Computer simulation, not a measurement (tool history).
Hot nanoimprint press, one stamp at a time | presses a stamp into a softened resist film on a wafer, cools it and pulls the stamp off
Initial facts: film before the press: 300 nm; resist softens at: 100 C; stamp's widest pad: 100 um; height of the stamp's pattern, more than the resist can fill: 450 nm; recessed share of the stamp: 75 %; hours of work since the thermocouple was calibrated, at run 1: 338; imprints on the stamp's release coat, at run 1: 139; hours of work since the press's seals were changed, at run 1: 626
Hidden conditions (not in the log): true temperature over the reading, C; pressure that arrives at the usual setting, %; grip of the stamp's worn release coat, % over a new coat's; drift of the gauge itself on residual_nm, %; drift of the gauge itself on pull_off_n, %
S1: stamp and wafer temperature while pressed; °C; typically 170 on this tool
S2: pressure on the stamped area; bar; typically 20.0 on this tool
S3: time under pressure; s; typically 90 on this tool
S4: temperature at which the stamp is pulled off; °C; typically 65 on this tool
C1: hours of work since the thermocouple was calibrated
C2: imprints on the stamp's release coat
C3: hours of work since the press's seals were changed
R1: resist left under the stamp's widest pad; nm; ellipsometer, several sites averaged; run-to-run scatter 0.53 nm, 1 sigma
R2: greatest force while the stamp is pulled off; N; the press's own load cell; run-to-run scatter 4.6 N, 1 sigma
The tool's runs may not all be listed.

run 1 day=0.000 | S1=170 S2=20.0 S3=90 S4=65 | C1=338 C2=139 C3=626 | R1=106.9 R2=236
run 2 day=0.504 | S1=170 S2=20.0 S3=164 S4=65 | C1=346 C2=175 C3=634 | R1=84.8 R2=225
run 3 day=1.458 | S1=170 S2=20.0 S3=164 S4=65 | C1=361 C2=242 C3=649 | R1=84.6 R2=234
run 4 day=2.054 | S1=170 S2=20.0 S3=164 S4=65 | C1=371 C2=284 C3=658 | R1=84.8 R2=236
run 5 day=3.171 | S1=170 S2=20.0 S3=164 S4=65 | C1=388 C2=363 C3=676 | R1=84.8 R2=248
run 6 day=4.325 | S1=170 S2=20.0 S3=111 S4=65 | C1=406 C2=444 C3=694 | R1=97.5 R2=255
run 7 day=5.021 | S1=170 S2=20.0 S3=73 S4=65 | C1=418 C2=493 C3=705 | R1=113.7 R2=259
run 8 day=6.075 | S1=170 S2=20.0 S3=73 S4=65 | C1=434 C2=567 C3=722 | R1=113.3 R2=256
run 9 day=6.933 | S1=170 S2=20.0 S3=95 S4=65 | C1=448 C2=628 C3=735 | R1=102.9 R2=255
run 10 day=7.754 | S1=181 S2=20.0 S3=90 S4=65 | C1=461 C2=686 C3=748 | R1=64.7 R2=272
run 11 day=8.504 | S1=181 S2=20.0 S3=90 S4=65 | C1=473 C2=738 C3=760 | R1=64.0 R2=269
run 12 day=9.233 | S1=181 S2=20.0 S3=90 S4=65 | C1=484 C2=790 C3=772 | R1=64.2 R2=282
run 13 day=10.171 | S1=181 S2=20.0 S3=90 S4=65 | C1=499 C2=856 C3=787 | R1=64.1 R2=294
-- day=11.279 plate thermocouple calibrated
run 14 day=11.512 | S1=170 S2=20.0 S3=90 S4=65 | C1=4 C2=942 C3=806 | R1=111.1 R2=303
run 15 day=12.350 | S1=170 S2=20.0 S3=90 S4=65 | C1=17 C2=1001 C3=819 | R1=111.9 R2=314
run 16 day=13.550 | S1=170 S2=20.0 S3=90 S4=65 | C1=36 C2=1085 C3=838 | R1=111.5 R2=307
run 17 day=14.583 | S1=164 S2=20.0 S3=167 S4=60 | C1=52 C2=1158 C3=855 | R1=119.8 R2=347
run 18 day=15.588 | S1=167 S2=25.0 S3=50 S4=64 | C1=68 C2=1229 C3=871 | R1=138.5 R2=332
run 19 day=16.717 | S1=170 S2=20.0 S3=94 S4=65 | C1=86 C2=1309 C3=888 | R1=108.7 R2=338
-- day=17.150 stamp cleaned and given a new release coat
run 20 day=17.533 | S1=165 S2=30.6 S3=148 S4=66 | C1=95 C2=27 C3=897 | R1=92.3 R2=223
run 21 day=18.054 | S1=170 S2=27.8 S3=90 S4=65 | C1=103 C2=64 C3=906 | R1=92.6 R2=231
run 22 day=18.838 | S1=170 S2=20.0 S3=47 S4=65 | C1=116 C2=119 C3=918 | R1=137.4 R2=230
run 23 day=19.950 | S1=170 S2=20.0 S3=72 S4=63 | C1=133 C2=198 C3=936 | R1=119.0 R2=240
run 24 day=21.067 | S1=170 S2=14.8 S3=112 S4=64 | C1=151 C2=276 C3=953 | R1=119.6 R2=254
run 25 day=22.046 | S1=181 S2=26.7 S3=103 S4=65 | C1=167 C2=345 C3=969 | R1=53.7 R2=248
run 26 day=22.729 | S1=172 S2=13.1 S3=65 S4=65 | C1=177 C2=394 C3=980 | R1=141.3 R2=254
run 27 day=23.433 | S1=172 S2=13.1 S3=65 S4=65 | C1=189 C2=443 C3=991 | R1=142.2 R2=249
run 28 day=23.946 | S1=172 S2=13.1 S3=65 S4=65 | C1=197 C2=479 C3=999 | R1=140.2 R2=252
run 29 day=24.879 | S1=170 S2=20.0 S3=90 S4=73 | C1=211 C2=545 C3=1014 | R1=109.0 R2=224
run 30 day=25.671 | S1=170 S2=20.0 S3=90 S4=70 | C1=224 C2=601 C3=1026 | R1=109.2 R2=243

Selected run-to-run steps in R1, each split into two signed amounts: the part the tool would show with no hidden state at all (from settings, incoming material and random variation), and the remainder, which goes to the hidden state together with any gauge scatter not common to the measured and the hidden-state-free results:
Run 9 -> 10: S1 170 -> 181, S3 95 -> 90. R1 -38.2 nm: hidden state +2.3, all else -40.5.
Run 13 -> 14: S1 181 -> 170, plate thermocouple calibrated. R1 +47.0 nm: hidden state +4.6, all else +42.4.
Run 24 -> 25: S1 170 -> 181, S2 14.8 -> 26.7, S3 112 -> 103, S4 64 -> 65. R1 -65.9 nm: hidden state +0.8, all else -66.7.
Run 25 -> 26: S1 181 -> 172, S2 26.7 -> 13.1, S3 103 -> 65. R1 +87.6 nm: hidden state -1.3, all else +88.9.
